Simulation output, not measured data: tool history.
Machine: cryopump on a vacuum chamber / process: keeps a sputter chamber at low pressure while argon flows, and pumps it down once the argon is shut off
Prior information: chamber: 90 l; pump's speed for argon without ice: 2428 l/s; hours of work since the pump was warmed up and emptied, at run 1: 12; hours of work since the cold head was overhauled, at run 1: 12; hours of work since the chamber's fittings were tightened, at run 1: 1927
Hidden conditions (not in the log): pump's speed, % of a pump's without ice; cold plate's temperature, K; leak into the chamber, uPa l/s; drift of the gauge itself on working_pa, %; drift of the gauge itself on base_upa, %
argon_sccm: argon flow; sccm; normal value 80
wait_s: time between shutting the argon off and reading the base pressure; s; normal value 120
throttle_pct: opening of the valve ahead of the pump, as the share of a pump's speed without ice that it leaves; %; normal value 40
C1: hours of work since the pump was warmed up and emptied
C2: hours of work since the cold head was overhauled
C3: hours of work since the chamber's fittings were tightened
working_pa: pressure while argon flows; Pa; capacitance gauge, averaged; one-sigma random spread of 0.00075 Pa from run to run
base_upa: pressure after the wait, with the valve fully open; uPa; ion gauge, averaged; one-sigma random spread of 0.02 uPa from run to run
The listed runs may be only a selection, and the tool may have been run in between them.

run 1 hour=0 | argon_sccm=80 wait_s=120 throttle_pct=40 | C1=12 C2=12 C3=1927 | working_pa=0.1382 base_upa=0.42
run 2 hour=48.9 | argon_sccm=80 wait_s=120 throttle_pct=40 | C1=38 C2=38 C3=1952 | working_pa=0.1398 base_upa=0.49
run 3 hour=121.4 | argon_sccm=80 wait_s=120 throttle_pct=40 | C1=75 C2=75 C3=1990 | working_pa=0.1411 base_upa=0.43
run 4 hour=182.6 | argon_sccm=80 wait_s=120 throttle_pct=33 | C1=107 C2=107 C3=2021 | working_pa=0.1714 base_upa=0.47
run 5 hour=216.2 | argon_sccm=80 wait_s=120 throttle_pct=40 | C1=124 C2=124 C3=2039 | working_pa=0.1422 base_upa=0.5
run 6 hour=294.1 | argon_sccm=80 wait_s=120 throttle_pct=40 | C1=165 C2=165 C3=2079 | working_pa=0.1445 base_upa=0.5
run 7 hour=355.8 | argon_sccm=48 wait_s=120 throttle_pct=40 | C1=196 C2=196 C3=2111 | working_pa=0.0866 base_upa=0.49
run 8 hour=432.1 | argon_sccm=48 wait_s=120 throttle_pct=40 | C1=236 C2=236 C3=2151 | working_pa=0.0877 base_upa=0.5
run 9 hour=495.7 | argon_sccm=48 wait_s=120 throttle_pct=40 | C1=269 C2=269 C3=2183 | working_pa=0.088 base_upa=0.53
run 10 hour=560.4 | argon_sccm=48 wait_s=120 throttle_pct=40 | C1=302 C2=302 C3=2217 | working_pa=0.0885 base_upa=0.51
run 11 hour=623.6 | argon_sccm=48 wait_s=120 throttle_pct=40 | C1=335 C2=335 C3=2250 | working_pa=0.0886 base_upa=0.52
run 12 hour=699.5 | argon_sccm=48 wait_s=120 throttle_pct=40 | C1=374 C2=374 C3=2289 | working_pa=0.0888 base_upa=0.55
run 13 hour=734.8 | argon_sccm=54 wait_s=120 throttle_pct=19 | C1=393 C2=393 C3=2307 | working_pa=0.2059 base_upa=0.59
run 14 hour=776.1 | argon_sccm=90 wait_s=284 throttle_pct=40 | C1=414 C2=414 C3=2329 | working_pa=0.1701 base_upa=0.48
run 15 hour=809 | argon_sccm=90 wait_s=284 throttle_pct=40 | C1=431 C2=431 C3=2346 | working_pa=0.1693 base_upa=0.52
run 16 hour=851.9 | argon_sccm=90 wait_s=284 throttle_pct=40 | C1=453 C2=453 C3=2368 | working_pa=0.1698 base_upa=0.51
run 17 hour=899.8 | argon_sccm=41 wait_s=43 throttle_pct=40 | C1=478 C2=478 C3=2393 | working_pa=0.0777 base_upa=0.75
run 18 hour=942.7 | argon_sccm=110 wait_s=142 throttle_pct=25 | C1=500 C2=500 C3=2415 | working_pa=0.3259 base_upa=0.57
run 19 hour=1015.7 | argon_sccm=80 wait_s=222 throttle_pct=19 | C1=538 C2=538 C3=2453 | working_pa=0.309 base_upa=0.56
run 20 hour=1072.3 | argon_sccm=80 wait_s=101 throttle_pct=40 | C1=567 C2=567 C3=2482 | working_pa=0.1558 base_upa=0.65
run 21 hour=1150.5 | argon_sccm=78 wait_s=120 throttle_pct=40 | C1=608 C2=608 C3=2522 | working_pa=0.1522 base_upa=0.64

Predict the results of run 22:
run 22 hour=1184.4 | argon_sccm=49 wait_s=28 throttle_pct=16 | C1=625 C2=625 C3=2540 | working_pa=? base_upa=?

Logged for run 22: working_pa 0.2241 Pa, base_upa 1.01 uPa.
Without the tool's hidden state the same run would have given working_pa 0.2131 Pa, base_upa 0.6 uPa.
